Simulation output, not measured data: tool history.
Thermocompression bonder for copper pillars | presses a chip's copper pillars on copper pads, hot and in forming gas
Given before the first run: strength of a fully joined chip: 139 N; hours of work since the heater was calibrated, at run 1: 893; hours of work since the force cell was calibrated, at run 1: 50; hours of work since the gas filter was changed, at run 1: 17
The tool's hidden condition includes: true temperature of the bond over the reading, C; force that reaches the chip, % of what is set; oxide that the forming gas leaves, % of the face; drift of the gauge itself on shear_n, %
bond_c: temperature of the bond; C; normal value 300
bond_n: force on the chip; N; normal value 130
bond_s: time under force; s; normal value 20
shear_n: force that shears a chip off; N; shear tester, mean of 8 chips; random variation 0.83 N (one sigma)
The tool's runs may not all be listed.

run,hour,bond_c,bond_n,bond_s,hours of work since the heater was calibrated,hours of work since the force cell was calibrated,hours of work since the gas filter was changed,shear_n
1,0.0,300,130,20,893,50,17,55.0
2,17.6,300,114,20,903,59,26,47.6
# hour 24.4: heater calibrated with a thermocouple chip
3,32.2,300,114,20,4,66,33,56.5
4,59.9,300,130,20,19,81,48,64.6
5,79.6,300,83,20,30,91,58,39.6
6,98.3,300,83,20,40,101,68,40.8
7,115.8,300,83,20,49,111,78,39.4
8,136.7,300,130,20,60,122,89,64.6
9,156.4,300,130,20,71,132,99,63.5
10,183.6,300,132,20,85,147,114,64.9
11,202.8,300,132,20,96,157,124,64.9
12,217.7,300,132,20,104,165,132,62.5
13,237.7,300,130,59,114,176,143,89.6
14,256.5,300,159,59,124,186,153,103.6
15,285.8,300,159,59,140,202,169,101.3
# hour 302.1: forming gas filter changed
16,315.6,300,90,20,156,217,7,43.4
17,336.1,300,130,20,167,228,18,64.5
18,365.8,300,130,20,183,244,34,64.0
19,388.6,300,130,20,195,257,46,64.0
20,412.2,313,151,18,207,269,59,83.3
21,432.2,304,161,18,218,280,70,78.5
22,455.4,304,161,18,231,292,82,77.9
23,469.7,304,161,18,238,300,90,77.8
24,486.2,326,130,17,247,309,99,79.9
# hour 489.6: force cell calibrated
25,506.7,273,130,10,257,9,109,29.5
26,527.3,323,91,18,268,20,120,56.1

Expected results for the next run?
27,552.4,305,91,18,282,34,133,?

Run 27 measured shear_n 43.6 N.
Take away the tool's hidden state, keep the run-to-run variation as it was, and the same run would have given shear_n 46.3 N.

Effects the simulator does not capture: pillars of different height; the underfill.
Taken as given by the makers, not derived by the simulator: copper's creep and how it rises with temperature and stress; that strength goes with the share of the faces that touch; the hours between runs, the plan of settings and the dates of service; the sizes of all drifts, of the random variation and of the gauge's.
